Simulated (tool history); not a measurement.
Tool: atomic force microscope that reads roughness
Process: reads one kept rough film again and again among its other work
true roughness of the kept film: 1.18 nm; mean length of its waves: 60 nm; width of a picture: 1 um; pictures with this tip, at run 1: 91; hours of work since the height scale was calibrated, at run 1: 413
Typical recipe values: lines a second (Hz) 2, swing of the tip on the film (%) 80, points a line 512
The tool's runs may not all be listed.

run,hour,lines a second (Hz),swing of the tip on the film (%),points a line,pictures with this tip,hours of work since the height scale was calibrated,roughness of the kept film (nm (root mean square))
1,0,2,80,512,91,413,1.115
2,14,2,80,512,103,419,1.119
3,27.1,2,80,512,115,425,1.117
4,42.7,2,80,512,129,432,1.12
5,58.6,2,80,512,144,439,1.116
6,76.7,2,80,512,160,447,1.118
7,91.7,2,80,512,173,454,1.117
8,106.5,2,80,512,187,461,1.117
9,129.5,2,80,512,207,471,1.114
10,140.1,0.6,80,512,217,476,1.153
11,164,3.64,66,425,238,487,1.124
12,180.9,0.71,86,685,253,494,1.146
# hour 183: height scale calibrated on a step standard
13,194.9,0.53,58,829,265,5,1.178
14,220.2,0.53,58,829,288,17,1.176
# hour 228.4: height scale calibrated on a step standard, once more
15,232.4,0.53,58,829,298,2,1.159
16,256,1.55,58,613,319,12,1.145
# hour 258.3: new tip fitted
17,273.7,1.32,58,514,14,20,1.16
18,290.3,1.32,58,514,29,28,1.159
19,308.8,0.54,57,808,45,36,1.17
20,323.3,2.38,57,677,58,43,1.15

Some steps in roughness of the kept film (nm (root mean square)) between neighbouring runs. How much of each would the tool show without its hidden state too (settings, what came in, random variation), and how much is left for the hidden state, with any gauge scatter that isn't in both results?
Hidden state at play: radius of the tip, nm; height scale over the true one, %; drift of the gauge itself on roughness_nm, %.
Run 9 -> 10: lines a second (Hz) 2 -> 0.6. roughness of the kept film (nm (root mean square)) +0.039: hidden state +0, all else +0.039.
Run 12 -> 13: lines a second (Hz) 0.71 -> 0.53, swing of the tip on the film (%) 86 -> 58, points a line 685 -> 829, height scale calibrated on a step standard. roughness of the kept film (nm (root mean square)) +0.032: hidden state +0.008, all else +0.024.
Run 14 -> 15: height scale calibrated on a step standard, once more. roughness of the kept film (nm (root mean square)) -0.017: hidden state -0.02, all else +0.003.
Run 16 -> 17: lines a second (Hz) 1.55 -> 1.32, points a line 613 -> 514, new tip fitted. roughness of the kept film (nm (root mean square)) +0.015: hidden state +0.01, all else +0.005.
